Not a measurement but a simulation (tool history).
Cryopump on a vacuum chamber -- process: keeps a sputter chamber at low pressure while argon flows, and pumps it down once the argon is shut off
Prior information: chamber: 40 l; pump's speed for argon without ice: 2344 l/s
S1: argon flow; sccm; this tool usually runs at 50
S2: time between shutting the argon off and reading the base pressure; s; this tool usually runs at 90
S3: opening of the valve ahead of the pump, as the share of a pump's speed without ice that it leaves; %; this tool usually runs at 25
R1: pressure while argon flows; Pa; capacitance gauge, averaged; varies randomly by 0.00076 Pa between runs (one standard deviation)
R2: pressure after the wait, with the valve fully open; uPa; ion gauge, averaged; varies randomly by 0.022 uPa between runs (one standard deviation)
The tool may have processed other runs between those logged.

run,hour,S1,S2,S3,R1,R2
1,0.0,50,90,25,0.1443,0.73
2,26.4,50,90,35,0.1051,0.77
3,73.0,50,90,22,0.1663,0.74
4,102.9,50,90,25,0.1461,0.77
5,144.6,50,90,25,0.1471,0.76
6,187.9,50,90,25,0.1481,0.78
7,228.1,50,76,25,0.1473,0.93
8,265.1,50,76,25,0.1496,0.94
9,295.9,50,63,25,0.1482,1.06
10,338.9,50,75,25,0.1488,0.94
11,370.9,50,75,25,0.1489,0.95
12,404.3,50,75,25,0.1494,0.97
13,426.9,50,75,25,0.1482,0.99
14,478.4,50,82,25,0.1498,0.96
15,507.4,86,242,19,0.3398,0.52
16,549.0,50,90,16,0.2322,0.92
17,598.3,50,90,16,0.2322,0.99
# hour 637.4: pump warmed up, emptied and cooled again
18,652.4,49,68,38,0.0936,1.07
19,695.4,41,24,39,0.0762,2.46
20,726.4,41,30,39,0.0760,2.07
21,776.4,41,30,39,0.0766,2.01
22,828.6,41,30,39,0.0782,2.04
23,872.6,41,30,39,0.0772,2.16
24,909.8,85,30,18,0.3459,2.14
25,936.5,85,30,18,0.3448,2.12
26,965.5,42,61,18,0.1705,1.31

Each row is a separate what-if for the run after 26, all from the same tool condition, not one after another. Results?
A,993.9,42,82,19,?,?
B,993.9,31,277,27,?,?
C,993.9,93,90,25,?,?
D,993.9,89,90,25,?,?

run,R1,R2
A,0.1622,1.11
B,0.0855,0.63
C,0.2738,1.02
D,0.2623,1.02
With the hidden condition removed and each run's random variation left untouched, the same runs would have given:
run,R1,R2
A,0.1589,0.75
B,0.0831,0.29
C,0.2667,0.67
D,0.2555,0.67
